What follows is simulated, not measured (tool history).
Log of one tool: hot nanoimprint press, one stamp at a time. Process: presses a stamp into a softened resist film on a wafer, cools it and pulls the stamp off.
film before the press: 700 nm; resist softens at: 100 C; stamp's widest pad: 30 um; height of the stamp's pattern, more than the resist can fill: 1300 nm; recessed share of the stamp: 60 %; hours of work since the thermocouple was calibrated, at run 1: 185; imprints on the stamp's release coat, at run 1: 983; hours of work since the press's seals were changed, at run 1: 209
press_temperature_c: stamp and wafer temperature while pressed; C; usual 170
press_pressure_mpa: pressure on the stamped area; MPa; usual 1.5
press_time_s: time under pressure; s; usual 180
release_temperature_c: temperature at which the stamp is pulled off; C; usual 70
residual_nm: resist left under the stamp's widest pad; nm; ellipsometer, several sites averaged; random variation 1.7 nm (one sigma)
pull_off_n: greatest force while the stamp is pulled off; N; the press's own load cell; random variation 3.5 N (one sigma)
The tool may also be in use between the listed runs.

run	hour	press_temperature_c	press_pressure_mpa	press_time_s	release_temperature_c	hours of work since the thermocouple was calibrated	imprints on the stamp's release coat	hours of work since the press's seals were changed	residual_nm	pull_off_n
1	0	170	1.5	180	70	185	983	209	279	215
2	5	170	1.5	180	70	188	999	213	282.1	212
3	12.2	170	1.5	180	70	193	1021	218	283.3	204
4	19.5	170	2.01	180	70	198	1043	223	239.5	212
5	29.7	170	2.01	180	70	205	1074	230	240.1	212
6	35.7	162	2.01	180	70	210	1093	234	307	215
7	42.4	181	1.5	180	70	214	1114	239	209.2	215
# hour 46.1: plate thermocouple calibrated
# hour 52.1: stamp cleaned and given a new release coat
8	61.3	174	1.27	155	70	6	28	246	295.7	175
9	69.3	159	2.34	271	69	12	53	251	275.8	178
# hour 79: plate thermocouple calibrated, once more
10	84.4	166	1.24	99	62	4	90	259	404.2	199
11	92.9	158	1.5	106	70	10	116	265	454.9	166
12	100.9	162	1.94	180	70	15	141	271	299.4	167
13	108.6	162	1.94	180	70	20	164	276	300.2	179
14	115.2	162	1.94	180	70	25	185	281	298.2	177

Forecast each of these 3 alternatives for the next run:
A	126.6	165	1.5	132	58	33	220	289	?	?
B	126.6	162	1.04	209	70	33	220	289	?	?
C	126.6	160	2.27	180	70	33	220	289	?	?

run	residual_nm	pull_off_n
A	350.9	218
B	402.1	174
C	291.2	175
Without the tool's hidden state the same runs would have given:
run	residual_nm	pull_off_n
A	347.8	207
B	399.7	165
C	287.2	166
